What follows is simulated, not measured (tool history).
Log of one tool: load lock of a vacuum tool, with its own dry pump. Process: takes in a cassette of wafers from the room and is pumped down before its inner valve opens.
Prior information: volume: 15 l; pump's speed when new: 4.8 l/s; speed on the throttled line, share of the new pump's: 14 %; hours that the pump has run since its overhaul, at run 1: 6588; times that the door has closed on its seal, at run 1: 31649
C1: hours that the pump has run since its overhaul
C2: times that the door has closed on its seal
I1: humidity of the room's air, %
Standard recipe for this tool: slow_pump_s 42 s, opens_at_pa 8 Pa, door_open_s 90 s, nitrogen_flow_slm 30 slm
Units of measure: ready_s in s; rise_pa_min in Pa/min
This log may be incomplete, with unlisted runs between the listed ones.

Run 1, hour 0.0: usual settings; C1 6588; C2 31649; I1 45.1. Result: ready_s 66.2 s, rise_pa_min 0.321 Pa/min.
Run 2, hour 202.9: usual settings; C1 6791; C2 32503; I1 45.3. Result: ready_s 66.9 s, rise_pa_min 0.336 Pa/min.
Run 3, hour 407.0: usual settings; C1 6995; C2 33362; I1 44.4. Result: ready_s 66.5 s, rise_pa_min 0.349 Pa/min.
Run 4, hour 604.9: usual settings; C1 7193; C2 34195; I1 43.3. Result: ready_s 66.8 s, rise_pa_min 0.359 Pa/min.
Run 5, hour 768.7: usual settings but door_open_s 37 s; C1 7357; C2 34884; I1 41.7. Result: ready_s 67.1 s, rise_pa_min 0.362 Pa/min.
Run 6, hour 952.2: usual settings but door_open_s 37 s; C1 7540; C2 35656; I1 45.5. Result: ready_s 67.1 s, rise_pa_min 0.371 Pa/min.
Run 7, hour 1129.0: usual settings; C1 7717; C2 36400; I1 47.3. Result: ready_s 66.8 s, rise_pa_min 0.399 Pa/min.
Run 8, hour 1413.6: usual settings; C1 8001; C2 37598; I1 41.3. Result: ready_s 66.7 s, rise_pa_min 0.409 Pa/min.
Run 9, hour 1654.0: usual settings; C1 8242; C2 38609; I1 44.4. Result: ready_s 66.5 s, rise_pa_min 0.439 Pa/min.
Run 10, hour 1966.6: usual settings; C1 8554; C2 39925; I1 44.4. Result: ready_s 67.1 s, rise_pa_min 0.448 Pa/min.
Run 11, hour 2232.8: usual settings; C1 8821; C2 41045; I1 46.1. Result: ready_s 67.1 s, rise_pa_min 0.476 Pa/min.
Run 12, hour 2499.8: usual settings but nitrogen_flow_slm 41 slm; C1 9088; C2 42168; I1 46.3. Result: ready_s 66.9 s, rise_pa_min 0.494 Pa/min.
Run 13, hour 2767.7: usual settings but nitrogen_flow_slm 41 slm; C1 9356; C2 43296; I1 44.9. Result: ready_s 66.9 s, rise_pa_min 0.508 Pa/min.
Run 14, hour 3065.5: usual settings but nitrogen_flow_slm 41 slm; C1 9653; C2 44549; I1 42.4. Result: ready_s 67.1 s, rise_pa_min 0.529 Pa/min.
Run 15, hour 3415.4: usual settings but slow_pump_s 23 s, opens_at_pa 9 Pa, door_open_s 33 s, nitrogen_flow_slm 5 slm; C1 10003; C2 46021; I1 44.5. Result: ready_s 50.2 s, rise_pa_min 0.572 Pa/min.
Run 16, hour 3659.6: usual settings but slow_pump_s 23 s, opens_at_pa 9 Pa, door_open_s 33 s, nitrogen_flow_slm 5 slm; C1 10247; C2 47049; I1 45.7. Result: ready_s 50.2 s, rise_pa_min 0.580 Pa/min.
At hour 3870.3: door's seal changed, seat wiped.
Run 17, hour 3923.3: usual settings but slow_pump_s 23 s, opens_at_pa 9 Pa, door_open_s 33 s, nitrogen_flow_slm 5 slm; C1 10510; C2 223; I1 46.0. Result: ready_s 50.1 s, rise_pa_min 0.050 Pa/min.
Run 18, hour 4075.4: usual settings but slow_pump_s 23 s, opens_at_pa 9 Pa, door_open_s 39 s, nitrogen_flow_slm 5 slm; C1 10662; C2 863; I1 47.7. Result: ready_s 50.6 s, rise_pa_min 0.054 Pa/min.
Run 19, hour 4241.7: usual settings but slow_pump_s 23 s, opens_at_pa 9 Pa, door_open_s 39 s, nitrogen_flow_slm 5 slm; C1 10828; C2 1563; I1 44.7. Result: ready_s 50.9 s, rise_pa_min 0.054 Pa/min.
Run 20, hour 4400.0: usual settings but slow_pump_s 48 s, opens_at_pa 9 Pa, door_open_s 201 s, nitrogen_flow_slm 5 slm; C1 10986; C2 2229; I1 49.8. Result: ready_s 72.1 s, rise_pa_min 0.096 Pa/min.
Run 21, hour 4546.0: usual settings but slow_pump_s 29 s, opens_at_pa 9 Pa, door_open_s 169 s, nitrogen_flow_slm 14 slm; C1 11132; C2 2843; I1 48.5. Result: ready_s 55.5 s, rise_pa_min 0.069 Pa/min.
Run 22, hour 4886.5: usual settings but slow_pump_s 31 s, opens_at_pa 13 Pa, door_open_s 140 s, nitrogen_flow_slm 5 slm; C1 11473; C2 4276; I1 42.9. Result: ready_s 56.5 s, rise_pa_min 0.083 Pa/min.
Run 23, hour 5222.5: usual settings but slow_pump_s 56 s, opens_at_pa 9 Pa, door_open_s 61 s; C1 11809; C2 5690; I1 45.3. Result: ready_s 79.1 s, rise_pa_min 0.052 Pa/min.
Run 24, hour 5520.5: usual settings but slow_pump_s 56 s, opens_at_pa 9 Pa, door_open_s 61 s; C1 12107; C2 6944; I1 48.5. Result: ready_s 79.7 s, rise_pa_min 0.059 Pa/min.
Run 25, hour 5864.4: usual settings but slow_pump_s 46 s, opens_at_pa 11 Pa, door_open_s 219 s, nitrogen_flow_slm 21 slm; C1 12451; C2 8391; I1 41.8. Result: ready_s 69.3 s, rise_pa_min 0.087 Pa/min.
Run 26, hour 6039.4: usual settings but slow_pump_s 46 s, opens_at_pa 7 Pa, door_open_s 53 s, nitrogen_flow_slm 21 slm; C1 12626; C2 9127; I1 46.2. Result: ready_s 71.4 s, rise_pa_min 0.079 Pa/min.
Run 27, hour 6180.1: usual settings but slow_pump_s 46 s, opens_at_pa 7 Pa, door_open_s 53 s, nitrogen_flow_slm 21 slm; C1 12766; C2 9719; I1 46.4. Result: ready_s 71.7 s, rise_pa_min 0.080 Pa/min.
Run 28, hour 6431.9: usual settings but slow_pump_s 46 s, opens_at_pa 7 Pa, door_open_s 53 s, nitrogen_flow_slm 35 slm; C1 13018; C2 10779; I1 45.0. Result: ready_s 71.4 s, rise_pa_min 0.080 Pa/min.

Consider 3 possible next runs. They are alternatives, not a sequence: every one starts from the tool as it was left by run 28. What does each give?
Run A, hour 6625.7: usual settings but nitrogen_flow_slm 6 slm; C1 13212; C2 11594; I1 45.5. Result: ready_s ?, rise_pa_min ?.
Run B, hour 6625.7: usual settings but slow_pump_s 46 s, opens_at_pa 7 Pa, door_open_s 83 s, nitrogen_flow_slm 14 slm; C1 13212; C2 11594; I1 47.5. Result: ready_s ?, rise_pa_min ?.
Run C, hour 6625.7: usual settings but door_open_s 168 s; C1 13212; C2 11594; I1 42.3. Result: ready_s ?, rise_pa_min ?.

run  ready_s  rise_pa_min
  A     67.3        0.114
  B     71.9        0.099
  C     67.4        0.092
Had the tool no hidden state, the same runs would have come out as:
run  ready_s  rise_pa_min
  A     65.7        0.052
  B     70.2        0.037
  C     65.7        0.028
